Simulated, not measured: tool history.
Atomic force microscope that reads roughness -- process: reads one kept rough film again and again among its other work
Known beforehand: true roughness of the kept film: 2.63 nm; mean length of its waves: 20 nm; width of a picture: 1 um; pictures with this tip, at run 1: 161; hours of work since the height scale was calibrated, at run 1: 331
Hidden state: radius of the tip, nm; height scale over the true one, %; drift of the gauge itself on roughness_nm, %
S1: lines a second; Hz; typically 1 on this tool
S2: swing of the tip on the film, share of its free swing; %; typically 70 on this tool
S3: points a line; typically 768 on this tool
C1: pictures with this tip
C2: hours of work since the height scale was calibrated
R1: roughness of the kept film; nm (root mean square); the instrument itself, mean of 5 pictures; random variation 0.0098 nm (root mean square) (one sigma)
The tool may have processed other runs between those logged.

Run 1, hour 0: usual settings; C1 161; C2 331. Result: R1 1.955 nm (root mean square).
Run 2, hour 15.6: usual settings; C1 177; C2 338. Result: R1 1.904 nm (root mean square).
Run 3, hour 35.3: usual settings; C1 196; C2 348. Result: R1 1.874 nm (root mean square).
At hour 36.9: new tip fitted.
Run 4, hour 55.6: usual settings; C1 19; C2 357. Result: R1 2.189 nm (root mean square).
Run 5, hour 66.2: usual settings; C1 29; C2 362. Result: R1 2.163 nm (root mean square).
Run 6, hour 85.1: usual settings; C1 48; C2 371. Result: R1 2.126 nm (root mean square).
Run 7, hour 104.5: usual settings; C1 68; C2 381. Result: R1 2.069 nm (root mean square).
Run 8, hour 122.8: usual settings; C1 86; C2 390. Result: R1 2.049 nm (root mean square).
Run 9, hour 140.8: usual settings but S2 77 %; C1 105; C2 398. Result: R1 1.968 nm (root mean square).
Run 10, hour 149.5: usual settings but S2 77 %; C1 113; C2 403. Result: R1 1.964 nm (root mean square).
Run 11, hour 158: usual settings but S2 77 %, S3 545; C1 122; C2 407. Result: R1 1.924 nm (root mean square).
Run 12, hour 167.3: usual settings but S2 77 %, S3 545; C1 131; C2 411. Result: R1 1.934 nm (root mean square).
Run 13, hour 175.7: usual settings but S2 77 %, S3 545; C1 140; C2 415. Result: R1 1.888 nm (root mean square).
Run 14, hour 188.1: usual settings but S2 77 %, S3 545; C1 152; C2 421. Result: R1 1.873 nm (root mean square).
Run 15, hour 198.6: usual settings but S2 72 %, S3 545; C1 163; C2 426. Result: R1 1.89 nm (root mean square).
Run 16, hour 212: usual settings but S1 3.89 Hz; C1 177; C2 433. Result: R1 1.704 nm (root mean square).
At hour 214.2: height scale calibrated on a step standard.
Run 17, hour 226.1: usual settings but S1 3.89 Hz; C1 190; C2 6. Result: R1 1.701 nm (root mean square).
At hour 234.1: new tip fitted.
Run 18, hour 237.5: usual settings but S1 3.89 Hz; C1 3; C2 11. Result: R1 2.05 nm (root mean square).
Run 19, hour 257.3: usual settings but S1 3.89 Hz; C1 23; C2 21. Result: R1 1.973 nm (root mean square).
Run 20, hour 270.6: usual settings but S2 76 %; C1 36; C2 27. Result: R1 2.117 nm (root mean square).
Run 21, hour 282: usual settings; C1 48; C2 33. Result: R1 2.122 nm (root mean square).
Run 22, hour 292.4: usual settings; C1 58; C2 38. Result: R1 2.109 nm (root mean square).
Run 23, hour 312.2: usual settings; C1 78; C2 47. Result: R1 2.062 nm (root mean square).
Run 24, hour 330.9: usual settings; C1 97; C2 56. Result: R1 2.008 nm (root mean square).
At hour 334.8: height scale calibrated on a step standard, once more.
Run 25, hour 346.9: usual settings; C1 113; C2 6. Result: R1 1.961 nm (root mean square).
Run 26, hour 359.3: usual settings but S3 704; C1 125; C2 12. Result: R1 1.961 nm (root mean square).
Run 27, hour 378.3: usual settings but S3 808; C1 144; C2 21. Result: R1 1.921 nm (root mean square).
Run 28, hour 396: usual settings but S1 2.09 Hz, S3 453; C1 162; C2 30. Result: R1 1.807 nm (root mean square).
Run 29, hour 408.7: usual settings but S2 90 %, S3 577; C1 175; C2 36. Result: R1 1.743 nm (root mean square).
Run 30, hour 421.7: usual settings but S1 1.8 Hz, S2 55 %, S3 548; C1 188; C2 42. Result: R1 1.854 nm (root mean square).
At hour 432.3: new tip fitted.
Run 31, hour 432.7: usual settings but S1 3.47 Hz, S2 56 %, S3 368; C1 1; C2 47. Result: R1 2.137 nm (root mean square).
Run 32, hour 443.7: usual settings but S3 462; C1 12; C2 52. Result: R1 2.183 nm (root mean square).
Run 33, hour 458.4: usual settings but S2 74 %, S3 333; C1 27; C2 60. Result: R1 2.102 nm (root mean square).
Run 34, hour 474: usual settings but S2 74 %, S3 333; C1 43; C2 67. Result: R1 2.066 nm (root mean square).
Run 35, hour 490.3: usual settings but S1 0.81 Hz, S2 62 %, S3 273; C1 59; C2 75. Result: R1 2.052 nm (root mean square).
Run 36, hour 501.4: usual settings but S1 0.9 Hz, S2 69 %, S3 406; C1 70; C2 80. Result: R1 2.021 nm (root mean square).
Run 37, hour 522: usual settings but S2 87 %, S3 836; C1 91; C2 90. Result: R1 1.927 nm (root mean square).
Run 38, hour 539: usual settings but S2 71 %, S3 628; C1 108; C2 99. Result: R1 1.974 nm (root mean square).
Run 39, hour 558.7: usual settings but S1 0.66 Hz, S2 56 %, S3 754; C1 128; C2 108. Result: R1 2.001 nm (root mean square).
Run 40, hour 572.9: usual settings but S1 0.66 Hz, S2 56 %, S3 754; C1 143; C2 115. Result: R1 1.971 nm (root mean square).
Run 41, hour 581.8: usual settings but S2 65 %; C1 152; C2 119. Result: R1 1.903 nm (root mean square).
Run 42, hour 597.2: usual settings but S2 65 %; C1 167; C2 127. Result: R1 1.889 nm (root mean square).
Run 43, hour 613.1: usual settings but S2 65 %; C1 183; C2 134. Result: R1 1.857 nm (root mean square).
At hour 628: new tip fitted.
Run 44, hour 629.2: usual settings but S1 2.95 Hz, S2 71 %, S3 560; C1 1; C2 142. Result: R1 2.076 nm (root mean square).
Run 45, hour 646.9: usual settings but S1 2.95 Hz, S2 81 %, S3 680; C1 19; C2 150. Result: R1 1.914 nm (root mean square).
Run 46, hour 667.4: usual settings but S1 3.36 Hz, S2 63 %, S3 288; C1 40; C2 160. Result: R1 2.002 nm (root mean square).
Run 47, hour 680.2: usual settings but S3 415; C1 53; C2 167. Result: R1 2.091 nm (root mean square).
Run 48, hour 698.4: usual settings but S3 415; C1 71; C2 175. Result: R1 2.038 nm (root mean square).
Run 49, hour 716.1: usual settings but S1 2.07 Hz, S2 56 %, S3 482; C1 89; C2 184. Result: R1 2.029 nm (root mean square).
Run 50, hour 724.5: usual settings but S1 2.07 Hz, S2 56 %, S3 482; C1 97; C2 188. Result: R1 2.014 nm (root mean square).
Run 51, hour 740.8: usual settings but S1 2.07 Hz, S2 56 %, S3 482; C1 114; C2 196. Result: R1 1.984 nm (root mean square).
Run 52, hour 754.8: usual settings but S1 0.54 Hz, S3 319; C1 128; C2 203. Result: R1 1.948 nm (root mean square).
Run 53, hour 764.4: usual settings but S1 1.62 Hz, S3 542; C1 138; C2 207. Result: R1 1.907 nm (root mean square).

Take each entry between the runs: how does the hidden state at the last listed run before it differ from the hidden state at the first listed run after it?
Between runs 3 and 4: new tip fitted (hour 36.9)
  radius of the tip, nm: 13.5 -> 6.2; height scale over the true one, %: 0.14 -> 0.15
  measured less the result without the state, R1: -0.365 -> -0.055 nm (root mean square)
Between runs 16 and 17: height scale calibrated on a step standard (hour 214.2)
  radius of the tip, nm: 13.9 -> 14.5; height scale over the true one, %: 0.21 -> 0.34
  measured less the result without the state, R1: -0.343 -> -0.361 nm (root mean square)
Between runs 17 and 18: new tip fitted (hour 234.1)
  radius of the tip, nm: 14.5 -> 5.5
  measured less the result without the state, R1: -0.361 -> -0.015 nm (root mean square)
Between runs 24 and 25: height scale calibrated on a step standard, once more (hour 334.8)
  radius of the tip, nm: 10 -> 10.8; height scale over the true one, %: 0.38 -> 0.04
  measured less the result without the state, R1: -0.224 -> -0.261 nm (root mean square)
Between runs 30 and 31: new tip fitted (hour 432.3)
  radius of the tip, nm: 14.5 -> 5.5
  measured less the result without the state, R1: -0.402 -> -0.025 nm (root mean square)
Between runs 43 and 44: new tip fitted (hour 628)
  radius of the tip, nm: 14.4 -> 5.3; height scale over the true one, %: 0.14 -> 0.15
  measured less the result without the state, R1: -0.396 -> -0.012 nm (root mean square)
